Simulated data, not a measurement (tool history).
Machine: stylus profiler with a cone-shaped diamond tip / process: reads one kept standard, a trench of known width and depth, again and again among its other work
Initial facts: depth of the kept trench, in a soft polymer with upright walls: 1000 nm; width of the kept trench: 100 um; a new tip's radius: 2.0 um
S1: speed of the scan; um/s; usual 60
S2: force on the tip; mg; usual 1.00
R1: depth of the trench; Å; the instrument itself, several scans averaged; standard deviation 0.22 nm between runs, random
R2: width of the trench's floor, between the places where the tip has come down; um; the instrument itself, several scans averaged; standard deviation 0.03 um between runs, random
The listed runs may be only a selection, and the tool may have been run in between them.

run,hour,S1,S2,R1,R2
1,0.0,60,1.00,9996.9,95.28
2,79.6,60,1.00,9993.8,95.19
3,184.9,60,1.00,9995.3,95.19
4,274.7,60,1.00,9987.1,95.14
5,380.7,60,1.00,9985.3,95.04
6,441.0,60,1.00,9982.4,95.02
7,535.4,60,1.00,9977.4,94.99
8,585.6,60,1.00,9979.5,94.97
9,652.7,60,1.00,9977.9,94.92
10,705.5,60,1.00,9973.4,94.90
11,810.7,60,1.93,9997.2,94.93
12,878.4,60,1.93,9990.8,94.90
13,972.8,60,1.93,9991.2,94.82
14,1045.4,94,1.93,9987.6,94.71
# hour 1053.5: height scale calibrated on a step standard
15,1154.3,18,1.00,9939.9,94.93
16,1217.7,69,1.27,9947.4,94.62
17,1268.7,69,1.27,9941.5,94.63
# hour 1322.1: height scale calibrated on a step standard, once more
18,1360.9,69,1.27,10046.1,94.61
19,1424.5,153,0.84,10031.6,93.98
20,1492.5,99,0.64,10029.4,94.20
21,1581.5,31,0.46,10017.8,94.58
22,1635.8,31,0.46,10017.6,94.51
23,1683.0,31,0.46,10009.5,94.52
24,1765.3,31,0.65,10014.1,94.51
25,1832.2,60,1.04,10028.1,94.40
26,1933.8,69,1.04,10021.7,94.31
27,2013.6,69,1.04,10023.8,94.28
28,2062.7,25,0.45,10003.5,94.40
29,2149.0,51,1.00,10018.9,94.30

Measured result minus the same run's result without the hidden state. Both carry the same run-to-run variation, though not necessarily the same gauge scatter:
The tool's hidden condition here consists of: radius of the tip, um; height scale over the true one, %; drift of the gauge itself on depth_nm, %; drift of the gauge itself on floor_um, %.
run,R1,R2
1,-45.0,-1.00
2,-47.4,-1.04
3,-50.4,-1.10
4,-52.9,-1.14
5,-56.4,-1.20
6,-57.9,-1.22
7,-60.8,-1.27
8,-62.1,-1.29
9,-64.0,-1.32
10,-65.7,-1.35
11,-68.9,-1.40
12,-70.7,-1.43
13,-73.2,-1.48
14,-75.4,-1.51
15,-101.6,-1.56
16,-103.1,-1.59
17,-104.5,-1.61
18,-2.8,-1.65
19,-4.6,-1.69
20,-6.6,-1.71
21,-9.2,-1.75
22,-10.7,-1.78
23,-11.9,-1.80
24,-14.2,-1.84
25,-16.1,-1.87
26,-19.2,-1.91
27,-21.2,-1.94
28,-22.5,-1.96
29,-24.9,-2.00
